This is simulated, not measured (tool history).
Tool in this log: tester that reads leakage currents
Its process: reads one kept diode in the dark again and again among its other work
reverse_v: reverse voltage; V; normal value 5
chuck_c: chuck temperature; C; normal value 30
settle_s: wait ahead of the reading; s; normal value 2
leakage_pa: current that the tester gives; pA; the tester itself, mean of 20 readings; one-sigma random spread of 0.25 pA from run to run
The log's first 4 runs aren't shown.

run,hour,reverse_v,chuck_c,settle_s,leakage_pa
5,502.1,1.05,30,2,40.88
6,622.9,1.1,30,2,41.67
7,762,1.1,30,2,41.83
8,849,5,30,2.69,83.47
9,938.1,5,30,2.69,84.22
10,1053.1,5,30,2.69,84.05
11,1184.8,5,30,3.17,84.25
12,1328.8,5,58,2,716.32
13,1415,5,30,2,84.84
14,1530.2,5,30,2,85.37
15,1664.6,5,30,0.66,86.96
16,1773.2,5,30,0.66,87.42
17,1894.1,13.73,30,2,141.94
18,1996.6,3.15,34,6.36,94.67
19,2078,5,60,2,821.84
20,2224.3,2.82,60,2,635.32
21,2382.4,2.82,60,2,635.71
22,2537.9,5,34,2,119.53
23,2612.1,5,33,2,110.48
24,2738.7,5,33,2,110.4
25,2843.3,5,33,2,111.11
26,2978.5,1.44,30,1.49,47.85
27,3110.9,1.77,50,2,248.61
28,3231.4,15.73,23,2,103.35
# hour 3247.3: chuck's temperature calibrated
29,3372.7,15.73,23,2,107.9

Run 30 has not been measured yet. What should we expect?
30,3509.9,8.23,23,9.84,?

{"run 30": {"leakage_pa": 72.67}}
If the tool had no hidden condition, the same run with the same run-to-run variation would have returned leakage_pa 56.21 pA.

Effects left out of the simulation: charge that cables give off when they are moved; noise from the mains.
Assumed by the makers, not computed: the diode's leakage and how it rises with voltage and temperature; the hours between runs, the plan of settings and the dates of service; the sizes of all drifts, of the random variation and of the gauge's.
